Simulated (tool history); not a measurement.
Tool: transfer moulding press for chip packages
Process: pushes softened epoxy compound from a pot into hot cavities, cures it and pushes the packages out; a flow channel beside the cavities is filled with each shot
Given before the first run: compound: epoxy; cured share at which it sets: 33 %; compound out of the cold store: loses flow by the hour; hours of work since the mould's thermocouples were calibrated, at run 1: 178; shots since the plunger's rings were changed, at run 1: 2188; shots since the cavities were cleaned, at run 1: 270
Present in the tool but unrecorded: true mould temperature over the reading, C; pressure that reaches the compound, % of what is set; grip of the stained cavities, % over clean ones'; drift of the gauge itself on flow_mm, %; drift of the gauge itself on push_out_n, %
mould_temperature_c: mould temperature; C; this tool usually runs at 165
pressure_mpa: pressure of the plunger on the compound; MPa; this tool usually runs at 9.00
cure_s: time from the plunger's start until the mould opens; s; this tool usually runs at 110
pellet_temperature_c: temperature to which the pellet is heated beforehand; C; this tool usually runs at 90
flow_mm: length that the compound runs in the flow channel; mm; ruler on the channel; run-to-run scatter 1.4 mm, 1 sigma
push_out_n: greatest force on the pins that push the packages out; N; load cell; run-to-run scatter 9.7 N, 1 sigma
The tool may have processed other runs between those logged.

run,day,mould_temperature_c,pressure_mpa,cure_s,pellet_temperature_c,hours of work since the mould's thermocouples were calibrated,shots since the plunger's rings were changed,shots since the cavities were cleaned,incoming compound's hours out of the cold store,flow_mm,push_out_n
1,0.000,165,9.00,110,90,178,2188,270,28.9,541,665
2,0.592,165,9.00,110,90,188,2356,438,29.6,536,762
3,1.362,165,9.00,110,90,201,2573,655,12.4,559,811
# day 2.208: cavities cleaned with cleaning compound and waxed
4,2.454,165,9.00,131,90,219,2864,70,46.4,514,394
# day 2.650: plunger's sealing rings changed
5,3.150,165,9.00,131,90,229,141,238,37.7,537,496
6,4.042,165,9.00,131,90,245,393,490,18.8,560,582
7,4.850,165,9.00,131,90,259,621,718,10.0,571,662
# day 5.446: cavities cleaned with cleaning compound and waxed
8,5.521,165,9.00,110,90,270,793,21,31.5,541,452
9,6.675,165,9.00,110,90,290,1119,347,31.0,541,670
10,7.729,165,7.40,110,90,308,1417,645,14.3,510,811
# day 8.588: cavities cleaned with cleaning compound and waxed
11,8.600,165,7.40,110,90,322,1645,3,8.3,514,437
12,9.392,165,7.40,110,90,336,1869,227,41.2,478,609
13,10.262,165,7.40,110,90,351,2116,474,18.9,501,717
14,11.379,165,7.40,110,90,370,2431,789,18.9,499,827
# day 11.775: cavities cleaned with cleaning compound and waxed
15,12.579,165,9.79,122,90,390,2753,227,37.8,551,522
# day 13.183: plunger's sealing rings changed
16,13.654,165,9.79,122,90,407,133,501,11.3,593,638
17,14.212,167,9.00,110,88,417,291,659,47.3,522,703
# day 14.983: cavities cleaned with cleaning compound and waxed
18,15.246,167,7.49,106,84,434,566,74,39.0,483,483
19,15.933,167,9.42,131,84,446,760,268,40.0,540,480
20,16.821,158,8.25,113,100,461,1010,518,31.8,530,1079
21,17.862,160,7.83,139,91,479,1304,812,15.5,531,755
# day 18.096: cavities cleaned with cleaning compound and waxed
22,18.825,167,9.00,101,87,495,1560,207,24.8,542,612
23,19.604,164,6.88,114,87,508,1779,426,37.9,465,686
24,20.829,164,6.88,114,87,530,2126,773,39.9,462,790
# day 21.258: cavities cleaned with cleaning compound and waxed
25,21.512,164,6.88,114,87,540,2302,72,43.9,456,463
26,22.183,165,9.00,109,91,552,2491,261,23.8,542,639
27,23.342,158,10.44,98,83,572,2819,589,13.3,613,1721

For some of the steps in flow_mm from one run to the next: how much would appear even if the tool had no hidden state, given the settings, what came in and random variation, and how much remains for the hidden state plus any gauge scatter that the measured result and the result without hidden state don't share?
Run 4 -> 5: plunger's sealing rings changed. flow_mm +23 mm: hidden state +12, all else +11.
Run 15 -> 16: plunger's sealing rings changed. flow_mm +42 mm: hidden state +9, all else +33.
Run 22 -> 23: mould_temperature_c 167 -> 164, pressure_mpa 9.00 -> 6.88, cure_s 101 -> 114. flow_mm -77 mm: hidden state +0, all else -77.
Run 25 -> 26: mould_temperature_c 164 -> 165, pressure_mpa 6.88 -> 9.00, cure_s 114 -> 109, pellet_temperature_c 87 -> 91. flow_mm +86 mm: hidden state -2, all else +88.
